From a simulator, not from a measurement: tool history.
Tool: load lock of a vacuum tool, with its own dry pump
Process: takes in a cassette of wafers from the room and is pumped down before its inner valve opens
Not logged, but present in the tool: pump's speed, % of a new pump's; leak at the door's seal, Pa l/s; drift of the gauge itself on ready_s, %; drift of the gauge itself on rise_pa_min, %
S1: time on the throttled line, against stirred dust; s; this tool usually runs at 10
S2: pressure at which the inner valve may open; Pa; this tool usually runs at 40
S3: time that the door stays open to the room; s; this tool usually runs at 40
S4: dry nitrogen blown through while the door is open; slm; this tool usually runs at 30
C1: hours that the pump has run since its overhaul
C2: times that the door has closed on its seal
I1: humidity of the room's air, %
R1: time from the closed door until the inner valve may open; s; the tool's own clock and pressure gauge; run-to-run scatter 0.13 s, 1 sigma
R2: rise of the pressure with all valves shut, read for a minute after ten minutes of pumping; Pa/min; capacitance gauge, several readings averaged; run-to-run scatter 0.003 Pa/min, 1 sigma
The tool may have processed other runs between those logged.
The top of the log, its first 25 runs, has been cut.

run 26 hour=3775 | S1=12 S2=40 S3=40 S4=37 | C1=5744 C2=26823 | I1=47.7 | R1=22.9 R2=0.498
run 27 hour=3986.8 | S1=9 S2=28 S3=34 S4=7 | C1=5956 C2=27643 | I1=48.4 | R1=21.4 R2=0.563
run 28 hour=4151.8 | S1=10 S2=41 S3=40 S4=30 | C1=6121 C2=28282 | I1=50 | R1=21.1 R2=0.55
run 29 hour=4312.8 | S1=10 S2=41 S3=40 S4=30 | C1=6282 C2=28905 | I1=46.7 | R1=21.6 R2=0.579
run 30 hour=4486.9 | S1=10 S2=41 S3=40 S4=30 | C1=6456 C2=29579 | I1=44.8 | R1=21.4 R2=0.592
run 31 hour=4671.2 | S1=15 S2=28 S3=43 S4=33 | C1=6641 C2=30293 | I1=48.5 | R1=26.1 R2=0.598
run 32 hour=4852.1 | S1=15 S2=28 S3=65 S4=12 | C1=6821 C2=30993 | I1=47.2 | R1=25.8 R2=0.673
run 33 hour=5050.3 | S1=11 S2=80 S3=219 S4=19 | C1=7020 C2=31761 | I1=44.9 | R1=21.2 R2=0.744
run 34 hour=5180.3 | S1=11 S2=67 S3=219 S4=15 | C1=7150 C2=32264 | I1=43 | R1=21.6 R2=0.753
run 35 hour=5343.7 | S1=11 S2=47 S3=146 S4=15 | C1=7313 C2=32897 | I1=47.9 | R1=22.1 R2=0.763
run 36 hour=5501.6 | S1=11 S2=47 S3=146 S4=15 | C1=7471 C2=33508 | I1=45.1 | R1=21.9 R2=0.772
run 37 hour=5595.6 | S1=12 S2=34 S3=168 S4=5 | C1=7565 C2=33872 | I1=47 | R1=23.5 R2=0.845
run 38 hour=5796 | S1=15 S2=67 S3=155 S4=22 | C1=7765 C2=34648 | I1=46.9 | R1=24.5 R2=0.807

Each row is a separate what-if for the run after 38, all from the same tool condition, not one after another. Results?
-- hour=5866.2 door's seal changed, seat wiped
run A hour=6025.1 | S1=16 S2=77 S3=155 S4=22 | C1=7993 C2=615 | I1=45.2 | R1=? R2=?
-- hour=5866.2 door's seal changed, seat wiped
run B hour=6025.1 | S1=15 S2=65 S3=155 S4=22 | C1=7993 C2=615 | I1=42.6 | R1=? R2=?
-- hour=5866.2 door's seal changed, seat wiped
run C hour=6025.1 | S1=12 S2=36 S3=155 S4=22 | C1=7993 C2=615 | I1=40.7 | R1=? R2=?

run=A R1=24.8 R2=0.092
run=B R1=24.2 R2=0.088
run=C R1=23.5 R2=0.086
Had the tool no hidden state, the same runs would have come out as:
run=A R1=23.9 R2=0.084
run=B R1=23.2 R2=0.08
run=C R1=22.3 R2=0.078
